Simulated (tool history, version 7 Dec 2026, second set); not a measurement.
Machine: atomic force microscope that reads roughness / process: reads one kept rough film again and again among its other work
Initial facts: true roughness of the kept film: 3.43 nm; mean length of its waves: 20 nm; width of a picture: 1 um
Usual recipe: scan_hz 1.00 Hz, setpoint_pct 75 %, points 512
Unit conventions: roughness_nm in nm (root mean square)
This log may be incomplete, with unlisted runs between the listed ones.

Run 1, hour 0.0: usual settings. Result: roughness_nm 2.616 nm (root mean square).
Run 2, hour 13.3: usual settings. Result: roughness_nm 2.532 nm (root mean square).
Run 3, hour 23.7: usual settings but setpoint_pct 76 %. Result: roughness_nm 2.448 nm (root mean square).
Run 4, hour 37.7: usual settings but setpoint_pct 76 %. Result: roughness_nm 2.433 nm (root mean square).
Run 5, hour 51.2: usual settings but setpoint_pct 76 %. Result: roughness_nm 2.396 nm (root mean square).
Run 6, hour 59.7: usual settings but setpoint_pct 76 %. Result: roughness_nm 2.350 nm (root mean square).
Run 7, hour 75.1: usual settings but setpoint_pct 76 %. Result: roughness_nm 2.304 nm (root mean square).
Run 8, hour 91.6: usual settings but scan_hz 0.87 Hz, setpoint_pct 72 %. Result: roughness_nm 2.288 nm (root mean square).
Run 9, hour 100.5: usual settings but scan_hz 0.87 Hz, setpoint_pct 72 %. Result: roughness_nm 2.262 nm (root mean square).
Run 10, hour 108.0: usual settings but scan_hz 0.87 Hz, setpoint_pct 72 %. Result: roughness_nm 2.229 nm (root mean square).
Run 11, hour 119.2: usual settings but scan_hz 3.28 Hz. Result: roughness_nm 1.992 nm (root mean square).

Expected results for the next run?
Run 12, hour 130.9: usual settings but scan_hz 3.28 Hz. Result: roughness_nm ?.

{"run 12": {"roughness_nm": 1.938}}
Had the tool carried no hidden state, the very same run would have given roughness_nm 2.386 nm (root mean square).
